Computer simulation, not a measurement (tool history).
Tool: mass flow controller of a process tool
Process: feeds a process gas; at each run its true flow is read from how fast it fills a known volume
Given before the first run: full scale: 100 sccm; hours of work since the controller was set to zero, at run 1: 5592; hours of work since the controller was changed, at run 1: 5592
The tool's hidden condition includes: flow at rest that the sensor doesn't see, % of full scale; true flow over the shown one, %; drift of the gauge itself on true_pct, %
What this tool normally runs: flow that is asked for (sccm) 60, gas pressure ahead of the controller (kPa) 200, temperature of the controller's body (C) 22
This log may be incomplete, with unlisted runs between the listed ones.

run	hour	flow that is asked for (sccm)	gas pressure ahead of the controller (kPa)	temperature of the controller's body (C)	hours of work since the controller was set to zero	hours of work since the controller was changed	true flow (%)
1	0	60	200	22	5592	5592	99.51
# hour 126.6: controller exchanged for a calibrated one
2	173.6	60	168	22	20	20	99.38
3	272.8	60	168	22	61	61	99.18
4	380.3	47	168	22	106	106	99.17
5	524.2	45	200	22	167	167	99.13
6	635	45	200	22	213	213	99.02
7	711	71	200	22	245	245	99.12
8	889.2	71	200	30	319	319	99.74
9	995.4	60	180	22	364	364	98.86
10	1101.6	60	180	22	408	408	98.77
11	1177.6	60	180	22	440	440	98.83
12	1313.5	60	202	40	497	497	100.53
13	1400.7	60	202	40	534	534	100.33
14	1512	96	245	29	580	580	99.68
15	1613.8	96	203	26	623	623	99.15
16	1738.7	96	203	26	675	675	99.05
17	1848.1	96	203	26	721	721	99.12
18	2020.5	59	143	31	793	793	98.85
19	2123.7	59	143	31	836	836	98.86
20	2267.5	22	200	22	896	896	98.05
21	2423.9	22	200	22	962	962	97.82

For some of the steps in true flow (%) from one run to the next: how much would appear even if the tool had no hidden state, given the settings, what came in and random variation, and how much remains for the hidden state plus any gauge scatter that the measured result and the result without hidden state don't share?
Run 1 -> 2: gas pressure ahead of the controller (kPa) 200 -> 168, controller exchanged for a calibrated one. true flow (%) -0.13: hidden state -0.12, all else -0.01.
Run 7 -> 8: temperature of the controller's body (C) 22 -> 30. true flow (%) +0.62: hidden state -0.1, all else +0.72.
Run 8 -> 9: flow that is asked for (sccm) 71 -> 60, gas pressure ahead of the controller (kPa) 200 -> 180, temperature of the controller's body (C) 30 -> 22. true flow (%) -0.88: hidden state -0.06, all else -0.82.
Run 11 -> 12: gas pressure ahead of the controller (kPa) 180 -> 202, temperature of the controller's body (C) 22 -> 40. true flow (%) +1.7: hidden state -0.09, all else +1.79.

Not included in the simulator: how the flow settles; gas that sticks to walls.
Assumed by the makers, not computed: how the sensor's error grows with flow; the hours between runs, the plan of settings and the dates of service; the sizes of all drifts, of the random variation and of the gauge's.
